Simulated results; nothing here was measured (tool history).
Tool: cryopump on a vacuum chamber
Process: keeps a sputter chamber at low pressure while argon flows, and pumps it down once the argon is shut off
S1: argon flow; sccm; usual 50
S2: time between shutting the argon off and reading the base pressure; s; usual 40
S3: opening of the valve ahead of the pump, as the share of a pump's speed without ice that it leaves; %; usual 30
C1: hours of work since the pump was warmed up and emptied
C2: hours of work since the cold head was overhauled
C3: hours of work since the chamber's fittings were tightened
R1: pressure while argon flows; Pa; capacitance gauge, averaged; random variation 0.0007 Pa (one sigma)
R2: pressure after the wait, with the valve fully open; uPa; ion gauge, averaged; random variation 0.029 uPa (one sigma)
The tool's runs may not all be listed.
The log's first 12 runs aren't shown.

run,hour,S1,S2,S3,C1,C2,C3,R1,R2
13,379.7,50,40,30,476,476,2114,0.1322,1.91
14,422.2,50,40,30,499,499,2136,0.1309,1.95
15,454.9,25,40,30,516,516,2153,0.0661,1.95
16,492.1,25,40,30,536,536,2173,0.0669,1.95
17,513.9,25,40,30,547,547,2184,0.0672,2.02
18,539,25,40,30,561,561,2198,0.0658,1.89
19,569.8,38,53,25,577,577,2214,0.1194,1.65
20,612.5,52,20,60,599,599,2236,0.0751,3.35
21,656.3,45,266,15,622,622,2260,0.233,0.9
22,681.6,33,245,19,636,636,2273,0.1358,0.94

Forecast run 23:
23,720.1,54,27,30,656,656,2293,?,?

R1: 0.1467 Pa
R2: 2.71 uPa
Without the tool's hidden state the same run would have given R1 0.1346 Pa, R2 2.11 uPa.

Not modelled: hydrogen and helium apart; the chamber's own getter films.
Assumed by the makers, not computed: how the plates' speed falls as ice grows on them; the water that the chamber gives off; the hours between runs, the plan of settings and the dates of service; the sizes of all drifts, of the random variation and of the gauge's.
